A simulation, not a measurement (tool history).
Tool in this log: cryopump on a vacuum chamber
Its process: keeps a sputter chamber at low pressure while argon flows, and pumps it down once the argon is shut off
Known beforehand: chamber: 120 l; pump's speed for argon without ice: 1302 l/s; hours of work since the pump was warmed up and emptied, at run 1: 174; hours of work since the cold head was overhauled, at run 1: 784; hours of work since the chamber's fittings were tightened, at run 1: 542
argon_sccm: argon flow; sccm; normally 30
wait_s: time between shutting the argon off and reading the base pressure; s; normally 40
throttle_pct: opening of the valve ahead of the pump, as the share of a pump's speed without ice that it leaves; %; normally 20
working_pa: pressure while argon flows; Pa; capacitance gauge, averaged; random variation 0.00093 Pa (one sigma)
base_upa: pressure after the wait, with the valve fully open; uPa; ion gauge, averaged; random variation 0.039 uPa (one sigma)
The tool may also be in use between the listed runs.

| run | hour | argon_sccm | wait_s | throttle_pct | hours of work since the pump was warmed up and emptied | hours of work since the cold head was overhauled | hours of work since the chamber's fittings were tightened | working_pa | base_upa |
|---|---|---|---|---|---|---|---|---|---|
| 1 | 0.0 | 30 | 40 | 20 | 174 | 784 | 542 | 0.2003 | 2.34 |
| 2 | 88.8 | 30 | 40 | 20 | 241 | 851 | 610 | 0.2014 | 2.37 |
| 3 | 175.2 | 30 | 37 | 20 | 307 | 917 | 675 | 0.2059 | 2.59 |
| 4 | 267.1 | 30 | 37 | 20 | 376 | 986 | 745 | 0.2073 | 2.66 |
| 5 | 356.1 | 30 | 94 | 20 | 444 | 1054 | 812 | 0.2092 | 1.36 |
| 6 | 438.2 | 14 | 40 | 20 | 506 | 1116 | 875 | 0.0982 | 2.58 |
|  | 526.4 | pump warmed up, emptied and cooled again |
| 7 | 526.4 | 14 | 40 | 20 | 0 | 1179 | 938 | 0.0912 | 2.37 |
| 8 | 603.6 | 14 | 47 | 20 | 59 | 1238 | 996 | 0.0918 | 2.18 |
| 9 | 684.8 | 14 | 47 | 20 | 120 | 1300 | 1058 | 0.0921 | 2.15 |
| 10 | 774.8 | 14 | 25 | 20 | 188 | 1368 | 1126 | 0.0946 | 3.65 |
| 11 | 826.2 | 14 | 25 | 20 | 227 | 1407 | 1165 | 0.0945 | 3.68 |
| 12 | 880.3 | 14 | 25 | 20 | 268 | 1448 | 1206 | 0.0950 | 3.83 |
| 13 | 936.0 | 14 | 25 | 20 | 311 | 1490 | 1248 | 0.0964 | 3.87 |
| 14 | 989.6 | 14 | 25 | 20 | 351 | 1531 | 1289 | 0.0956 | 3.79 |
| 15 | 1032.6 | 14 | 25 | 20 | 384 | 1563 | 1322 | 0.0952 | 3.79 |
| 16 | 1107.0 | 14 | 25 | 20 | 440 | 1620 | 1378 | 0.0978 | 3.84 |
| 17 | 1163.2 | 16 | 40 | 20 | 483 | 1662 | 1421 | 0.1128 | 2.74 |
| 18 | 1235.7 | 39 | 121 | 23 | 538 | 1717 | 1476 | 0.2456 | 1.46 |
|  | 1282.0 | pump warmed up, emptied and cooled again |
| 19 | 1292.6 | 16 | 30 | 22 | 8 | 1757 | 1515 | 0.0958 | 3.22 |
| 20 | 1335.9 | 45 | 173 | 17 | 41 | 1790 | 1548 | 0.3453 | 1.02 |
| 21 | 1375.4 | 45 | 173 | 17 | 71 | 1819 | 1578 | 0.3499 | 1.03 |
| 22 | 1416.3 | 30 | 40 | 16 | 102 | 1851 | 1609 | 0.2487 | 2.64 |
| 23 | 1460.4 | 30 | 88 | 53 | 135 | 1884 | 1642 | 0.0784 | 1.54 |
| 24 | 1537.7 | 27 | 40 | 33 | 194 | 1943 | 1701 | 0.1114 | 2.65 |
| 25 | 1613.9 | 38 | 40 | 21 | 252 | 2000 | 1759 | 0.2445 | 2.69 |
| 26 | 1670.7 | 30 | 40 | 23 | 295 | 2043 | 1802 | 0.1787 | 2.69 |
| 27 | 1755.3 | 15 | 40 | 25 | 359 | 2108 | 1866 | 0.0837 | 2.79 |
| 28 | 1838.0 | 15 | 40 | 25 | 422 | 2170 | 1929 | 0.0846 | 2.82 |
| 29 | 1891.4 | 15 | 40 | 25 | 462 | 2211 | 1969 | 0.0857 | 2.79 |
| 30 | 1936.7 | 15 | 40 | 25 | 497 | 2245 | 2004 | 0.0870 | 2.89 |
| 31 | 1977.7 | 15 | 40 | 25 | 528 | 2276 | 2035 | 0.0863 | 2.89 |
|  | 2038.8 | pump warmed up, emptied and cooled again |
| 32 | 2068.6 | 15 | 127 | 25 | 23 | 2341 | 2100 | 0.0795 | 1.32 |
| 33 | 2152.3 | 15 | 127 | 25 | 86 | 2405 | 2163 | 0.0797 | 1.34 |
| 34 | 2236.0 | 51 | 29 | 27 | 150 | 2468 | 2227 | 0.2556 | 3.46 |

3 options for the next run, each taken on its own from the tool as it stands now. Forecast them:
| A | 2300.8 | 21 | 44 | 43 | 199 | 2518 | 2276 | ? | ? |
| B | 2300.8 | 17 | 41 | 24 | 199 | 2518 | 2276 | ? | ? |
| C | 2300.8 | 26 | 29 | 52 | 199 | 2518 | 2276 | ? | ? |

| run | working_pa | base_upa |
|---|---|---|
| A | 0.0689 | 2.52 |
| B | 0.0954 | 2.76 |
| C | 0.0708 | 3.54 |
Take away the tool's hidden state, keep each run's random variation, and the runs would have read:
| run | working_pa | base_upa |
|---|---|---|
| A | 0.0637 | 1.96 |
| B | 0.0913 | 2.18 |
| C | 0.0644 | 2.96 |

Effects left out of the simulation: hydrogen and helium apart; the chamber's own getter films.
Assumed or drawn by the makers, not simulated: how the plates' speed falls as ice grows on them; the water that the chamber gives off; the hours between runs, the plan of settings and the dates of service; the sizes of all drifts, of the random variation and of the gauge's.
